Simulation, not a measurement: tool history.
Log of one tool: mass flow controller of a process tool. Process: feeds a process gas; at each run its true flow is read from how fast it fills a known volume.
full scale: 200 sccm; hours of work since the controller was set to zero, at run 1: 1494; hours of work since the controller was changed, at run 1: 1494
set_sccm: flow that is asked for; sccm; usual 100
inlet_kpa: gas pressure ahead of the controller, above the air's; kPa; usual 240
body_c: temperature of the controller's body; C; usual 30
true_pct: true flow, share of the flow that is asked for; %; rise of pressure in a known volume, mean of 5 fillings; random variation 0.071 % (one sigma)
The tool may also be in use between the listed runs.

run    hour  set_sccm  inlet_kpa  body_c  hours of work since the controller was set to zero  hours of work since the controller was changed  true_pct
  1     0.0       100        240      30                                                1494                                            1494    100.06
  2    74.6       100        240      30                                                1545                                            1545    100.02
  3   124.5       100        240      24                                                1579                                            1579     99.39
  4   166.5        21        240      30                                                1608                                            1608     99.62
  5   206.7        21        240      30                                                1635                                            1635     99.55
  6   276.7        21        240      30                                                1683                                            1683     99.53
  7   311.0       100        233      30                                                1706                                            1706     99.58
  8   375.0       100        233      30                                                1750                                            1750     99.65
  9   425.6       100        240      30                                                1784                                            1784     99.63
 10   480.3       100        240      30                                                1821                                            1821     99.54
 11   533.3       100        240      30                                                1857                                            1857     99.56
 12   595.7       100        240      30                                                1900                                            1900     99.47
 13   628.1       100        240      30                                                1922                                            1922     99.51
 14   696.1       100        240      30                                                1968                                            1968     99.34
 15   735.2       100        240      30                                                1995                                            1995     99.51
 16   797.5       100        240      32                                                2037                                            2037     99.40
 17   830.9       100        240      31                                                2060                                            2060     99.46
 18   883.4       100        240      30                                                2095                                            2095     99.27
 19   927.0       100        240      30                                                2125                                            2125     99.17
 20   995.6       100        240      28                                                2172                                            2172     99.00
 21  1054.9       100        240      28                                                2212                                            2212     98.97
 22  1088.0       100        240      28                                                2235                                            2235     98.95
 23  1154.4       100        240      28                                                2280                                            2280     98.78
 24  1197.8       100        240      28                                                2309                                            2309     98.82
 25  1262.2        81        169      22                                                2353                                            2353     98.34
 26  1329.1        81        169      22                                                2399                                            2399     98.13
 27  1367.9        83        242      36                                                2425                                            2425     99.24
 28  1446.0        72        142      21                                                2478                                            2478     97.97
 29  1515.5       173        206      36                                                2526                                            2526     99.35
 30  1559.5        45        240      32                                                2556                                            2556     98.65
 31  1633.2        45        240      32                                                2606                                            2606     98.49
 32  1693.6        25        219      23                                                2647                                            2647     97.62
 33  1739.5        59        201      28                                                2678                                            2678     98.15
 34  1813.9        59        201      28                                                2729                                            2729     98.10
 35  1885.1        59        202      28                                                2777                                            2777     98.00
 36  1960.5        59        202      28                                                2829                                            2829     98.17
 37  2036.5       100        240      36                                                2880                                            2880     98.72
 38  2102.4       157        180      36                                                2925                                            2925     98.82
     2121.6  -- gauge calibrated
 39  2154.0        92        180      28                                                2960                                            2960     99.98
 40  2207.9        28        214      28                                                2997                                            2997     99.59
 41  2251.0        24        201      29                                                3026                                            3026     99.63
 42  2285.5        41        218      32                                                3050                                            3050     99.93
 43  2321.6        33        240      30                                                3074                                            3074     99.57
 44  2370.8       100        269      30                                                3108                                            3108     99.71
 45  2417.4        25        183      30                                                3139                                            3139     99.63
 46  2450.6        25        183      30                                                3162                                            3162     99.56
 47  2510.3       195        163      38                                                3203                                            3203    100.76
 48  2566.3       195        163      38                                                3241                                            3241    100.86

Forecast each of these 3 alternatives for the next run:
  A  2600.2        31        180      32                                                3264                                            3264         ?
  B  2600.2       100        240      20                                                3264                                            3264         ?
  C  2600.2        70        163      38                                                3264                                            3264         ?

run  true_pct
  A     99.71
  B     98.73
  C    100.39
Without the tool's hidden state the same runs would have given:
run  true_pct
  A    100.16
  B     99.17
  C    100.83
